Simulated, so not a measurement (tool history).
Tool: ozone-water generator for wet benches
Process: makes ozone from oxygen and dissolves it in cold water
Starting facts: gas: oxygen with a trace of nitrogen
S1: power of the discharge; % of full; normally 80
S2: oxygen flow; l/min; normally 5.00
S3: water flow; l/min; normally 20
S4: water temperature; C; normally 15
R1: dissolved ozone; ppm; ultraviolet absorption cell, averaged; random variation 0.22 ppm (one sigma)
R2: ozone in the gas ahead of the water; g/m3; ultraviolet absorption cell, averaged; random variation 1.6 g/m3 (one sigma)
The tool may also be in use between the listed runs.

| run | hour | S1 | S2 | S3 | S4 | R1 | R2 |
|---|---|---|---|---|---|---|---|
| 1 | 0.0 | 80 | 5.00 | 20 | 15 | 33.4 | 310.3 |
| 2 | 39.0 | 80 | 5.00 | 20 | 15 | 33.6 | 308.6 |
| 3 | 77.8 | 80 | 5.00 | 20 | 15 | 33.6 | 309.0 |
| 4 | 103.9 | 80 | 5.00 | 20 | 15 | 33.3 | 307.8 |
| 5 | 141.3 | 80 | 5.00 | 20 | 15 | 33.3 | 307.0 |
| 6 | 181.8 | 80 | 3.00 | 20 | 15 | 29.8 | 384.5 |
| 7 | 213.7 | 80 | 3.00 | 20 | 15 | 29.9 | 386.2 |
| 8 | 247.0 | 80 | 3.00 | 20 | 15 | 30.1 | 387.3 |
| 9 | 287.5 | 80 | 5.00 | 20 | 7 | 36.7 | 305.6 |
| 10 | 326.3 | 80 | 5.00 | 20 | 7 | 36.9 | 307.7 |
| 11 | 347.6 | 80 | 5.00 | 20 | 7 | 36.8 | 308.0 |
| 12 | 381.3 | 80 | 5.00 | 20 | 7 | 37.0 | 309.0 |
| 13 | 409.7 | 80 | 5.00 | 17 | 15 | 38.3 | 308.9 |
| 14 | 430.0 | 80 | 5.00 | 20 | 19 | 31.8 | 308.9 |
| 15 | 450.9 | 80 | 5.00 | 20 | 15 | 33.5 | 311.2 |
| 16 | 480.9 | 80 | 5.00 | 20 | 15 | 33.6 | 305.6 |
|  | 502.5 | contactor cleaned |
| 17 | 515.4 | 46 | 5.93 | 12 | 22 | 28.2 | 191.5 |
| 18 | 534.1 | 46 | 5.93 | 12 | 9 | 35.8 | 192.2 |
| 19 | 564.4 | 47 | 5.00 | 20 | 17 | 21.9 | 210.6 |
| 20 | 588.9 | 47 | 5.00 | 13 | 7 | 35.5 | 208.3 |
| 21 | 625.8 | 65 | 5.20 | 31 | 8 | 21.2 | 260.3 |
| 22 | 651.6 | 67 | 3.83 | 30 | 19 | 18.4 | 303.8 |
| 23 | 678.2 | 85 | 3.76 | 20 | 19 | 31.6 | 366.9 |
| 24 | 701.3 | 85 | 3.76 | 20 | 19 | 31.9 | 368.6 |
| 25 | 728.2 | 61 | 5.37 | 20 | 15 | 27.9 | 245.8 |
| 26 | 748.7 | 61 | 5.74 | 20 | 15 | 28.4 | 241.3 |
| 27 | 784.7 | 80 | 5.00 | 20 | 8 | 36.5 | 310.3 |
| 28 | 803.1 | 80 | 5.00 | 20 | 18 | 32.2 | 309.2 |
| 29 | 822.2 | 80 | 5.00 | 20 | 18 | 32.4 | 310.4 |
| 30 | 861.6 | 80 | 5.00 | 20 | 18 | 31.9 | 305.9 |
| 31 | 896.3 | 80 | 5.00 | 20 | 18 | 31.9 | 306.6 |
| 32 | 928.7 | 52 | 5.00 | 15 | 10 | 32.9 | 225.9 |

Branching from run 32: 3 alternative next runs. What would each branch give?
| A | 951.3 | 64 | 2.87 | 13 | 15 | ? | ? |
| B | 951.3 | 70 | 4.23 | 24 | 10 | ? | ? |
| C | 951.3 | 41 | 5.47 | 17 | 15 | ? | ? |

| run | R1 | R2 |
|---|---|---|
| A | 36.7 | 332.4 |
| B | 26.5 | 299.5 |
| C | 23.6 | 184.0 |
The same runs, with their run-to-run variation unchanged, on a tool lacking any hidden condition would have given:
| run | R1 | R2 |
|---|---|---|
| A | 36.7 | 332.5 |
| B | 26.6 | 299.6 |
| C | 23.6 | 184.1 |

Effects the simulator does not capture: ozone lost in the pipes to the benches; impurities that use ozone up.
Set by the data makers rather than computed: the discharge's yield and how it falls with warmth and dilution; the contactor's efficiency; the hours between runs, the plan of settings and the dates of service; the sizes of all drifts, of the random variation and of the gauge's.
